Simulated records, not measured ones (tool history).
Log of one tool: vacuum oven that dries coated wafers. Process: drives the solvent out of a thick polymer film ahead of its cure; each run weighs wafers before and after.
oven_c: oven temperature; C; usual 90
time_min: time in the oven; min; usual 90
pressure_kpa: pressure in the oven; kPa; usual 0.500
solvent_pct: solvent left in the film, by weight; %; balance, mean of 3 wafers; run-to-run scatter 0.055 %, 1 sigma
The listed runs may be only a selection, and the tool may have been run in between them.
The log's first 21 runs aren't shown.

Run 22, hour 444.6: usual settings but oven_c 91 C, time_min 140 min. Result: solvent_pct 1.20 %.
Run 23, hour 457.1: usual settings but oven_c 105 C, time_min 94 min, pressure_kpa 0.552 kPa. Result: solvent_pct 0.55 %.
Run 24, hour 474.9: usual settings but oven_c 80 C, time_min 67 min, pressure_kpa 0.552 kPa. Result: solvent_pct 5.88 %.
Run 25, hour 491.7: usual settings but oven_c 89 C, time_min 113 min, pressure_kpa 0.552 kPa. Result: solvent_pct 1.97 %.
Run 26, hour 508.7: usual settings but oven_c 88 C, time_min 113 min, pressure_kpa 0.552 kPa. Result: solvent_pct 2.05 %.
Run 27, hour 522.4: usual settings but oven_c 88 C, time_min 113 min, pressure_kpa 0.552 kPa. Result: solvent_pct 2.23 %.
Run 28, hour 540.4: usual settings but oven_c 88 C, time_min 113 min, pressure_kpa 0.552 kPa. Result: solvent_pct 2.13 %.
Run 29, hour 562.9: usual settings but oven_c 88 C, time_min 113 min, pressure_kpa 0.552 kPa. Result: solvent_pct 2.10 %.
Run 30, hour 589.8: usual settings but oven_c 88 C, time_min 113 min, pressure_kpa 0.552 kPa. Result: solvent_pct 2.09 %.
Run 31, hour 615.1: usual settings but oven_c 104 C, time_min 140 min, pressure_kpa 1.102 kPa. Result: solvent_pct 1.04 %.
Run 32, hour 628.6: usual settings but oven_c 104 C, time_min 140 min, pressure_kpa 1.102 kPa. Result: solvent_pct 1.03 %.
Run 33, hour 651.9: usual settings but oven_c 104 C, time_min 77 min, pressure_kpa 0.285 kPa. Result: solvent_pct 0.75 %.
Run 34, hour 669.3: usual settings but oven_c 104 C, time_min 77 min, pressure_kpa 0.285 kPa. Result: solvent_pct 0.63 %.
Run 35, hour 683.2: usual settings but oven_c 104 C, time_min 77 min, pressure_kpa 0.285 kPa. Result: solvent_pct 0.62 %.
Run 36, hour 701.6: usual settings but oven_c 89 C, time_min 55 min, pressure_kpa 0.466 kPa. Result: solvent_pct 4.28 %.
Run 37, hour 729.0: usual settings but oven_c 98 C, time_min 78 min, pressure_kpa 0.375 kPa. Result: solvent_pct 1.36 %.
Run 38, hour 746.2: usual settings but oven_c 98 C, time_min 78 min, pressure_kpa 0.375 kPa. Result: solvent_pct 1.34 %.
Run 39, hour 770.4: usual settings but oven_c 86 C, pressure_kpa 1.190 kPa. Result: solvent_pct 4.27 %.

Predict each of these 3 candidate next runs independently; none follows another, all start after run 39:
Run A, hour 787.8: usual settings but pressure_kpa 0.470 kPa. Result: solvent_pct ?.
Run B, hour 787.8: usual settings but oven_c 96 C, time_min 156 min, pressure_kpa 1.298 kPa. Result: solvent_pct ?.
Run C, hour 787.8: usual settings but oven_c 86 C, time_min 142 min, pressure_kpa 0.770 kPa. Result: solvent_pct ?.

run  solvent_pct
  A         2.26
  B         1.75
  C         2.24
The same runs, with their run-to-run variation unchanged, on a tool lacking any hidden condition would have given:
run  solvent_pct
  A         2.22
  B         1.72
  C         2.19
